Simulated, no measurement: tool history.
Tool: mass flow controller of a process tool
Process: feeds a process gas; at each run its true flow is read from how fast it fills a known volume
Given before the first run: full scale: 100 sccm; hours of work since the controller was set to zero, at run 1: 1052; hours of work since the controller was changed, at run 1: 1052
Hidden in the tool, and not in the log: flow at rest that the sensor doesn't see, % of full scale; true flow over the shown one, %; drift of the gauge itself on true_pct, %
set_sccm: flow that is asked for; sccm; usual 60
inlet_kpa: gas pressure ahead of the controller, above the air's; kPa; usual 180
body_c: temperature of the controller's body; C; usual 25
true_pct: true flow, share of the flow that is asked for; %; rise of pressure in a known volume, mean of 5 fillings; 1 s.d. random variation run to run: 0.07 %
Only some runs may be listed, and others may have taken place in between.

run,hour,set_sccm,inlet_kpa,body_c,hours of work since the controller was set to zero,hours of work since the controller was changed,true_pct
1,0.0,60,180,25,1052,1052,98.84
2,303.5,60,180,25,1280,1280,98.97
3,544.8,60,180,25,1461,1461,98.92
4,914.2,60,180,25,1737,1737,98.88
5,1273.4,60,180,25,2006,2006,98.82
6,1487.1,60,180,25,2167,2167,98.95
7,1845.5,60,180,24,2435,2435,99.34
8,2049.3,60,180,25,2588,2588,99.21
9,2362.6,60,180,25,2823,2823,99.21
10,2652.5,60,180,25,3040,3040,99.27
11,2855.1,60,180,25,3192,3192,99.40
12,3164.4,60,180,25,3423,3423,99.42
13,3491.9,60,180,25,3669,3669,99.44
14,3715.7,60,180,25,3837,3837,99.49
15,4050.9,60,180,25,4088,4088,99.55
16,4343.9,60,180,34,4307,4307,100.00
17,4596.4,60,180,34,4496,4496,99.85
18,4896.0,72,180,34,4721,4721,100.27
# hour 5019.8: controller's zero set anew
19,5198.2,72,180,34,134,4947,100.33
20,5461.6,60,180,25,331,5144,99.89
21,5675.3,60,180,25,491,5305,99.98
22,6061.2,91,183,34,780,5594,101.18
23,6433.7,91,183,34,1060,5873,101.17
24,6678.9,91,150,32,1243,6057,100.99
25,6989.6,91,150,32,1476,6289,101.20
26,7272.0,91,211,30,1688,6501,101.27
27,7587.0,65,170,30,1924,6737,100.47
28,7854.2,12,241,30,2124,6937,99.32
29,8045.3,36,223,22,2267,7081,99.68
30,8255.0,94,223,30,2424,7238,101.79
31,8526.4,67,223,30,2628,7441,100.99
32,8907.1,67,223,30,2913,7726,100.97
33,9145.4,22,262,40,3092,7905,100.08
# hour 9459.7: gauge calibrated
34,9459.7,22,262,40,3327,8140,98.38
35,9619.2,60,180,32,3447,8260,98.85
36,9996.1,14,243,21,3729,8542,97.62
37,10246.6,14,243,21,3917,8730,97.60
38,10485.4,19,163,38,4096,8909,97.89
39,10717.9,19,163,38,4270,9083,97.95
40,10953.5,60,180,26,4446,9260,99.11
41,11291.8,13,269,25,4700,9513,98.02
# hour 11434.4: controller's zero set anew
42,11533.1,13,269,25,74,9694,98.03

Describe how what the log doesn't record of the tool's condition differs between the last listed run preceding each entry between runs and the first listed run following it.
Logged between run 18 and run 19: controller's zero set anew (hour 5019.8)
  flow at rest that the sensor doesn't see, % of full scale: -0.006 -> 0; drift of the gauge itself on true_pct, %: 0.98 -> 1.04
  measured value less the no-hidden-state value, true_pct: +0.97 -> +1.04 %
Logged between run 33 and run 34: gauge calibrated (hour 9459.7)
  drift of the gauge itself on true_pct, %: 1.82 -> 0
  measured value less the no-hidden-state value, true_pct: +1.79 -> +0.00 %
Logged between run 41 and run 42: controller's zero set anew (hour 11434.4)
  flow at rest that the sensor doesn't see, % of full scale: -0.006 -> 0; drift of the gauge itself on true_pct, %: 0.37 -> 0.41
  measured value less the no-hidden-state value, true_pct: +0.33 -> +0.41 %
